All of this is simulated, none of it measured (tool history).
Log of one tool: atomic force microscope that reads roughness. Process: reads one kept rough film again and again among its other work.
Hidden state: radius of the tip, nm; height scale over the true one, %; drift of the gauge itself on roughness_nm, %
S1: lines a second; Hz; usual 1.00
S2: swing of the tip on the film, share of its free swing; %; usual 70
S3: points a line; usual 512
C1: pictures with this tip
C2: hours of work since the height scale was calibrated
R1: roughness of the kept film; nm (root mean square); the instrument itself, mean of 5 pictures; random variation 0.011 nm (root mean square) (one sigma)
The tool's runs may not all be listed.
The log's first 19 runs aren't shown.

run,day,S1,S2,S3,C1,C2,R1
20,11.846,2.15,82,752,19,212,2.123
21,12.233,0.58,66,607,26,216,2.549
22,12.862,0.75,67,607,37,223,2.511
23,13.508,1.00,60,1019,48,230,2.535
24,14.212,0.64,70,625,61,238,2.493
# day 14.758: new tip fitted
25,14.975,1.00,69,743,4,246,2.492
26,15.492,1.22,75,433,13,252,2.391
27,15.958,2.19,82,355,21,257,2.120
28,16.571,2.19,82,355,32,264,2.135
29,16.942,2.19,82,355,38,268,2.118
30,17.312,2.38,61,762,45,272,2.434

Forecast each of these 4 alternatives for the next run:
A,17.858,2.54,87,332,54,279,?
B,17.858,2.38,56,762,54,279,?
C,17.858,2.38,61,632,54,279,?
D,17.858,1.00,70,351,54,279,?

run,R1
A,1.958
B,2.502
C,2.407
D,2.462
Without the tool's hidden state the same runs would have given:
run,R1
A,1.965
B,2.511
C,2.416
D,2.471
